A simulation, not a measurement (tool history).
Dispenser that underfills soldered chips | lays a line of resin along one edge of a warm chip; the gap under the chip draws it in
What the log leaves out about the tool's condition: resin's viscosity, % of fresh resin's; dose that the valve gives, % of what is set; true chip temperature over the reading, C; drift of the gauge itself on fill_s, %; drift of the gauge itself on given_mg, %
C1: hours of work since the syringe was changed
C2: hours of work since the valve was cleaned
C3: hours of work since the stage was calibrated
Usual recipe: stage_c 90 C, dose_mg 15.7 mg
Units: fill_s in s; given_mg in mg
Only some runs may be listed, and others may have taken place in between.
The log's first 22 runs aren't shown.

At day 6.167: dispensing valve cleaned and set on the balance.
At day 6.258: new syringe of resin.
Run 23, day 6.421: usual settings but stage_c 88 C, dose_mg 15.8 mg; C1 3; C2 4; C3 319. Result: fill_s 56 s, given_mg 15.93 mg.
Run 24, day 6.708: usual settings but stage_c 88 C, dose_mg 15.8 mg; C1 8; C2 9; C3 324. Result: fill_s 70.1 s, given_mg 15.79 mg.
At day 6.833: new syringe of resin.
Run 25, day 7.058: usual settings but stage_c 86 C, dose_mg 17.6 mg; C1 4; C2 15; C3 330. Result: fill_s 68.1 s, given_mg 17.51 mg.
Run 26, day 7.283: usual settings but stage_c 86 C, dose_mg 17.6 mg; C1 8; C2 19; C3 334. Result: fill_s 79.6 s, given_mg 17.39 mg.
At day 7.425: new syringe of resin.
Run 27, day 7.471: usual settings but stage_c 104 C; C1 1; C2 23; C3 337. Result: fill_s 25.9 s, given_mg 15.48 mg.
Run 28, day 7.829: usual settings but stage_c 104 C; C1 7; C2 29; C3 343. Result: fill_s 33.1 s, given_mg 15.59 mg.
At day 8.021: new syringe of resin.
Run 29, day 8.2: usual settings but stage_c 104 C; C1 3; C2 35; C3 350. Result: fill_s 29 s, given_mg 15.46 mg.
Run 30, day 8.554: usual settings but stage_c 76 C, dose_mg 18.3 mg; C1 9; C2 42; C3 356. Result: fill_s 140.1 s, given_mg 17.92 mg.
At day 8.617: new syringe of resin.
Run 31, day 8.883: usual settings but stage_c 76 C, dose_mg 18.3 mg; C1 5; C2 47; C3 362. Result: fill_s 113.4 s, given_mg 17.85 mg.
Run 32, day 9.154: usual settings but stage_c 94 C, dose_mg 15.5 mg; C1 10; C2 52; C3 367. Result: fill_s 57.6 s, given_mg 15.13 mg.
At day 9.196: new syringe of resin.
Run 33, day 9.404: usual settings but stage_c 94 C, dose_mg 15.5 mg; C1 4; C2 56; C3 371. Result: fill_s 47.1 s, given_mg 15.06 mg.
Run 34, day 9.708: usual settings but dose_mg 13.9 mg; C1 9; C2 62; C3 376. Result: fill_s 71.5 s, given_mg 13.54 mg.
At day 9.779: new syringe of resin.
Run 35, day 9.9: usual settings but stage_c 100 C, dose_mg 18.2 mg; C1 2; C2 65; C3 379. Result: fill_s 32.1 s, given_mg 17.63 mg.

Predict each of these 4 candidate next runs independently; none follows another, all start after run 35:
At day 10.042: dispensing valve cleaned and set on the balance.
Run A, day 10.15: usual settings but stage_c 93 C, dose_mg 17.4 mg; C1 6; C2 2; C3 383. Result: fill_s ?, given_mg ?.
At day 10.042: dispensing valve cleaned and set on the balance.
Run B, day 10.15: usual settings but stage_c 101 C, dose_mg 14.8 mg; C1 6; C2 2; C3 383. Result: fill_s ?, given_mg ?.
At day 10.042: dispensing valve cleaned and set on the balance.
Run C, day 10.15: usual settings but stage_c 100 C, dose_mg 18.2 mg; C1 6; C2 2; C3 383. Result: fill_s ?, given_mg ?.
At day 10.042: dispensing valve cleaned and set on the balance.
Run D, day 10.15: usual settings but stage_c 86 C; C1 6; C2 2; C3 383. Result: fill_s ?, given_mg ?.

run  fill_s  given_mg
  A    52.7     17.44
  B    36.7     14.89
  C    38.1     18.14
  D    74.7     15.67
What these runs would have given with no unlogged condition in the tool:
run  fill_s  given_mg
  A    37.9     17.41
  B    26.6     14.86
  C    27.5     18.12
  D    53.7     15.65

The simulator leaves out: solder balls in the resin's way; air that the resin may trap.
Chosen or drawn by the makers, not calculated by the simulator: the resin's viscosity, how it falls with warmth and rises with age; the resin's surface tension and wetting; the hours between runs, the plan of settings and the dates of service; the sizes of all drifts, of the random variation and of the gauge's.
